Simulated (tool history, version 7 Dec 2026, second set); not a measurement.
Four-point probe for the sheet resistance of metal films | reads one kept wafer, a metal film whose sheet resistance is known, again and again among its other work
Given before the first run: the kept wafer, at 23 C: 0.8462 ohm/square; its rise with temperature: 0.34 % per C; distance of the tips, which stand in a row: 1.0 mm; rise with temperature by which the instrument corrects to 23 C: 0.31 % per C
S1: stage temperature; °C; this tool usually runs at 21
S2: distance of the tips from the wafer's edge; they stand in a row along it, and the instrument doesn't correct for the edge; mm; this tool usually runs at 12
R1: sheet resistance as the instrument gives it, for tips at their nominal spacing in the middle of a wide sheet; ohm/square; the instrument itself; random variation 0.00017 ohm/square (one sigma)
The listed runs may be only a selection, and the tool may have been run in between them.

run	hour	S1	S2	R1
1	0.0	21	12	0.847465
2	14.0	30	12	0.849859
3	26.1	31	12	0.849681
4	42.6	31	12	0.850182
5	50.7	21	12	0.847716
6	60.8	21	12	0.847723
7	72.3	25	12	0.848845
8	83.8	26	12	0.849139
9	92.7	26	12	0.849072
10	106.0	21	12	0.847682
11	117.2	21	12	0.847682
12	125.6	21	12	0.847891
13	136.0	21	12	0.847647
14	152.0	27	12	0.849449
15	163.9	21	16	0.846367
# hour 165.9: stage's thermometer calibrated
16	174.4	32	3	0.895206
17	187.6	33	12	0.850911
18	198.5	32	4	0.874824
19	209.1	34	27	0.848651
20	218.6	18	63	0.844215
# hour 220.5: stage's thermometer calibrated, once more
21	229.6	24	12	0.849049
22	237.4	24	12	0.849140
23	247.2	21	47	0.845446
24	261.4	30	12	0.850730
25	270.1	30	12	0.850775
26	282.2	27	32	0.847128
27	290.1	29	7	0.856620

Below are 3 alternative next runs, each starting from the tool's condition after run 27. Predict each:
A	302.4	24	21	?
B	302.4	21	3	?
C	302.4	29	24	?

run	R1
A	0.846941
B	0.892833
C	0.848249
Stripped of hidden state, with their random variation kept, the same runs would have yielded:
run	R1
A	0.847365
B	0.893279
C	0.848672

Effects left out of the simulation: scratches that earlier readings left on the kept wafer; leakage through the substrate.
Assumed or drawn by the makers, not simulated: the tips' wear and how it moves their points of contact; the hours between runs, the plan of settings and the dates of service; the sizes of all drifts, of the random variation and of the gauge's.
